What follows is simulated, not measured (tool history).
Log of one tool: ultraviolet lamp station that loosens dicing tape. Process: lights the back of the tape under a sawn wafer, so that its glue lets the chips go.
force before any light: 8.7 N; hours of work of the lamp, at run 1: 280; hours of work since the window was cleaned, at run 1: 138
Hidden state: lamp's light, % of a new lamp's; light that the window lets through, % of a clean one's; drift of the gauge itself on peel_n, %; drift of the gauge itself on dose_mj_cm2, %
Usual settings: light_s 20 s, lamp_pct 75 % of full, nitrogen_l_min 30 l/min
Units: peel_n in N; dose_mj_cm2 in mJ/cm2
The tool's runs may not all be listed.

run,day,light_s,lamp_pct,nitrogen_l_min,hours of work of the lamp,hours of work since the window was cleaned,peel_n,dose_mj_cm2
1,0,20,75,30,280,138,0.454,235
2,0.692,20,75,30,289,147,0.478,234
3,1.354,20,75,30,297,156,0.47,228
4,1.679,20,75,41,302,160,0.374,229
5,2.229,20,75,30,309,167,0.501,227
6,2.646,20,75,30,315,173,0.506,229
7,3.125,33,75,30,321,179,0.142,371
8,3.621,20,75,18,327,186,0.806,228
9,4.012,20,75,30,333,191,0.525,224
10,4.758,20,75,30,343,201,0.509,222
11,5.175,20,75,30,348,206,0.529,224
12,5.792,20,75,30,356,214,0.53,222
13,6.192,39,75,30,362,220,0.11,428
14,6.538,39,75,30,366,224,0.108,425
15,6.892,39,75,30,371,229,0.113,423
16,7.258,39,75,30,376,234,0.105,421
17,7.888,39,75,30,384,242,0.107,422
18,8.242,20,75,30,389,247,0.577,215
19,8.658,20,75,30,394,252,0.608,212
20,9.167,20,75,33,401,259,0.559,210
21,9.9,20,75,33,411,269,0.575,211
22,10.608,20,72,30,420,278,0.675,199
23,11.3,20,66,30,429,287,0.852,181
24,11.771,20,89,30,435,294,0.432,244
25,12.379,20,89,30,443,302,0.432,240
26,13.075,17,83,30,453,311,0.736,189
27,13.45,34,97,30,458,316,0.097,446
28,13.983,13,97,30,465,323,0.981,167
29,14.571,34,64,30,472,331,0.269,287
30,15.196,16,83,30,481,339,0.94,175
31,15.938,12,81,13,491,349,2.558,126
32,16.438,12,81,13,497,355,2.516,128
# day 17.125: window cleaned of glue's vapour
33,17.192,12,81,13,507,1,1.987,158
34,17.525,14,90,53,511,5,0.457,202
35,18.246,14,90,53,521,15,0.468,200
36,18.992,19,66,32,531,25,0.692,197
37,19.729,19,66,32,540,34,0.71,192
38,20.142,19,66,32,546,40,0.706,194
39,20.783,22,100,21,554,48,0.25,332
40,21.092,22,80,18,559,53,0.51,268
41,21.629,22,80,18,566,60,0.525,265
42,22.346,14,75,14,575,69,1.76,163
43,22.65,14,75,14,579,73,1.903,163

Measured less the same run without the tool's hidden state. The same run-to-run variation is in both; the gauge's scatter may not be:
run,peel_n,dose_mj_cm2
1,+0.152,-39
2,+0.165,-41
3,+0.169,-43
4,+0.14,-43
5,+0.187,-44
6,+0.192,-45
7,+0.039,-76
8,+0.291,-47
9,+0.21,-49
10,+0.207,-49
11,+0.223,-52
12,+0.229,-53
13,+0.022,-104
14,+0.022,-106
15,+0.024,-107
16,+0.024,-109
17,+0.027,-112
18,+0.269,-58
19,+0.288,-59
20,+0.266,-61
21,+0.287,-62
22,+0.328,-61
23,+0.414,-57
24,+0.222,-79
25,+0.23,-81
26,+0.384,-65
27,+0.021,-155
28,+0.495,-60
29,+0.141,-105
30,+0.498,-66
31,+0.946,-49
32,+0.94,-50
33,+0.371,-22
34,+0.138,-30
35,+0.149,-31
36,+0.216,-32
37,+0.231,-34
38,+0.235,-35
39,+0.089,-62
40,+0.189,-51
41,+0.197,-53
42,+0.468,-32
43,+0.515,-33
